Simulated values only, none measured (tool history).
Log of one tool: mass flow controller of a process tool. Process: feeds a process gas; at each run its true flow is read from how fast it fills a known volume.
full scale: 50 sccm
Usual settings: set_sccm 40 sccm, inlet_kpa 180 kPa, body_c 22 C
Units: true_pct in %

run     hour  set_sccm  inlet_kpa  body_c  true_pct
  1        0        40        180      22     99.52
  2    406.3        40        180      22      99.4
  3    666.3        40        180      22     99.35
  4    939.6        40        180      22     99.25
  5   1194.6        40        180      22     99.34
  6   1427.5        34        180      22     98.89
  7   1642.4        40        180      22     98.97
  8   1915.3        40        266      22     99.72
  9   2331.7        40        266      22     99.53
      2425.3  -- controller's zero set anew
 10   2688.5        40        180      22     98.91
 11   2937.5        40        180      22     98.73
 12   3254.9        40        180      22     98.81
 13   3460.5        40        180      22     98.72
 14   3741.6        40        180      22     98.48
 15   4068.7        40        180      22     98.67
 16   4302.8        40        180      22     98.57
 17   4514.2        40        180      22     98.52
 18   4902.1        40        180      22     98.37
 19   5147.6        40        180      22     98.31
 20   5561.5        11        147      40     95.17
 21   5936.7        11        147      40     95.06
 22   6226.3        41        210      33     97.57
 23   6607.8        40        228      27     97.87
 24   6887.8        30        175      32     96.72
 25   7339.7        11        150      22     96.08
 26     7638        26        180      22     96.95
      7712.4  -- gauge calibrated
 27   7909.3         8        175      34     96.92
 28   8103.6        10        160      21     97.56
 29   8426.4        29        266      35     98.57
 30   8702.7        29        266      35     98.52
 31   9091.8         8        266      22     98.22
 32   9507.4         8        266      22     98.05
 33   9771.1         8        266      22        98
 34    10071        12        232      21     97.85
 35    10259        12        232      21     97.87
     10458.6  -- controller's zero set anew
 36  10532.3        45        169      22     98.99
 37  10885.2        20        154      32     96.87
 38  11080.9         9        152      36     95.86

Measured less the same run without the tool's hidden state. The same run-to-run variation is in both; the gauge's scatter may not be:
The hidden state here: flow at rest that the sensor doesn't see, % of full scale; true flow over the shown one, %; drift of the gauge itself on true_pct, %.
run  true_pct
  1     -0.01
  2     -0.11
  3     -0.16
  4     -0.23
  5     -0.28
  6     -0.34
  7     -0.39
  8     -0.46
  9     -0.56
 10     -0.64
 11      -0.7
 12     -0.77
 13     -0.81
 14     -0.88
 15     -0.96
 16     -1.01
 17     -1.07
 18     -1.15
 19      -1.2
 20     -1.26
 21     -1.34
 22     -1.45
 23     -1.54
 24     -1.59
 25     -1.68
 26     -1.76
 27     -0.05
 28      -0.1
 29     -0.18
 30     -0.25
 31     -0.31
 32     -0.41
 33     -0.47
 34     -0.55
 35     -0.59
 36     -0.68
 37     -0.74
 38     -0.78
